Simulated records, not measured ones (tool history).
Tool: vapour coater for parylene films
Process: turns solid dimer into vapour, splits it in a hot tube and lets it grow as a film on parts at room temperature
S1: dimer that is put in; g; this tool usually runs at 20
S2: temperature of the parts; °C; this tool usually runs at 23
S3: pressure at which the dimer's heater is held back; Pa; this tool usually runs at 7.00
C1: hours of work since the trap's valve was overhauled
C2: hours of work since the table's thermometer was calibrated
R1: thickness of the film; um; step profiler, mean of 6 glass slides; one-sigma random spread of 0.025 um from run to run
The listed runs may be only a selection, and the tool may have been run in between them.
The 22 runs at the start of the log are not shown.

run	hour	S1	S2	S3	C1	C2	R1
23	1044.1	9	23	3.96	65	162	2.12
24	1076.6	9	23	3.94	93	189	2.10
25	1103.6	8	16	7.00	116	212	2.11
26	1144.8	20	16	11.40	151	247	5.01
27	1207.2	20	25	7.00	204	301	4.06
28	1260.3	20	20	6.29	249	346	4.71
29	1305.1	35	28	7.00	287	384	6.55
30	1364.1	13	26	5.73	338	434	2.59

The next listed run, before its measurement:
31	1418.1	21	33	7.00	384	480	?

Run 31 produced R1 3.36 um.
Minus the tool's unlogged condition, the same run would have read R1 3.58 um.
